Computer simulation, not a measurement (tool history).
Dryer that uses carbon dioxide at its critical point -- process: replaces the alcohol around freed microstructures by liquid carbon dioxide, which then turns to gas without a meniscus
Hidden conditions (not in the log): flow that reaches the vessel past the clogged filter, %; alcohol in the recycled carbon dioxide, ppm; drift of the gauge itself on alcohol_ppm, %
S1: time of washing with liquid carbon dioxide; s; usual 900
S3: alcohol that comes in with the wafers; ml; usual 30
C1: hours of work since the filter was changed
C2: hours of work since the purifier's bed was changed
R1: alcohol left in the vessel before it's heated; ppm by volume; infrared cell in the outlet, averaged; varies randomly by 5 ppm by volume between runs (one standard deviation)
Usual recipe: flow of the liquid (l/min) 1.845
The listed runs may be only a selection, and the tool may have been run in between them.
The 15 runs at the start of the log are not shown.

run 16 hour=340.6 | S1=900 flow_of_the_liquid_(l/min)=1.845 S3=30 | C1=316 C2=717 | R1=279
run 17 hour=363.6 | S1=900 flow_of_the_liquid_(l/min)=1.845 S3=30 | C1=331 C2=732 | R1=292
-- hour=368.5 purifier's bed changed
run 18 hour=393.6 | S1=900 flow_of_the_liquid_(l/min)=1.845 S3=30 | C1=350 C2=17 | R1=61
-- hour=416.0 inlet filter changed
run 19 hour=420.8 | S1=900 flow_of_the_liquid_(l/min)=1.845 S3=30 | C1=3 C2=35 | R1=63
run 20 hour=434.2 | S1=900 flow_of_the_liquid_(l/min)=1.845 S3=30 | C1=12 C2=44 | R1=55
run 21 hour=449.9 | S1=900 flow_of_the_liquid_(l/min)=1.680 S3=30 | C1=23 C2=55 | R1=90
run 22 hour=462.3 | S1=900 flow_of_the_liquid_(l/min)=1.530 S3=30 | C1=32 C2=64 | R1=124
run 23 hour=478.0 | S1=900 flow_of_the_liquid_(l/min)=1.845 S3=28 | C1=42 C2=74 | R1=56
run 24 hour=493.6 | S1=900 flow_of_the_liquid_(l/min)=1.845 S3=28 | C1=53 C2=85 | R1=66
run 25 hour=517.8 | S1=900 flow_of_the_liquid_(l/min)=1.845 S3=28 | C1=70 C2=102 | R1=77
run 26 hour=541.3 | S1=1380 flow_of_the_liquid_(l/min)=1.845 S3=66 | C1=86 C2=118 | R1=38
run 27 hour=558.2 | S1=660 flow_of_the_liquid_(l/min)=1.470 S3=74 | C1=98 C2=129 | R1=990
run 28 hour=587.8 | S1=660 flow_of_the_liquid_(l/min)=1.470 S3=74 | C1=118 C2=150 | R1=1028
run 29 hour=603.7 | S1=1260 flow_of_the_liquid_(l/min)=2.280 S3=77 | C1=129 C2=161 | R1=48
run 30 hour=626.6 | S1=1320 flow_of_the_liquid_(l/min)=1.160 S3=45 | C1=144 C2=176 | R1=184
run 31 hour=644.8 | S1=900 flow_of_the_liquid_(l/min)=1.845 S3=42 | C1=157 C2=189 | R1=126
run 32 hour=664.6 | S1=900 flow_of_the_liquid_(l/min)=2.100 S3=30 | C1=170 C2=202 | R1=95
run 33 hour=690.6 | S1=780 flow_of_the_liquid_(l/min)=1.470 S3=22 | C1=188 C2=220 | R1=240

What does the tool deliver on the next run?
run 34 hour=718.1 | S1=900 flow_of_the_liquid_(l/min)=1.845 S3=31 | C1=207 C2=239 | R1=?

For run 34 the tool returned R1 133 ppm by volume.
Had the tool carried no hidden state, the very same run would have given R1 50 ppm by volume.
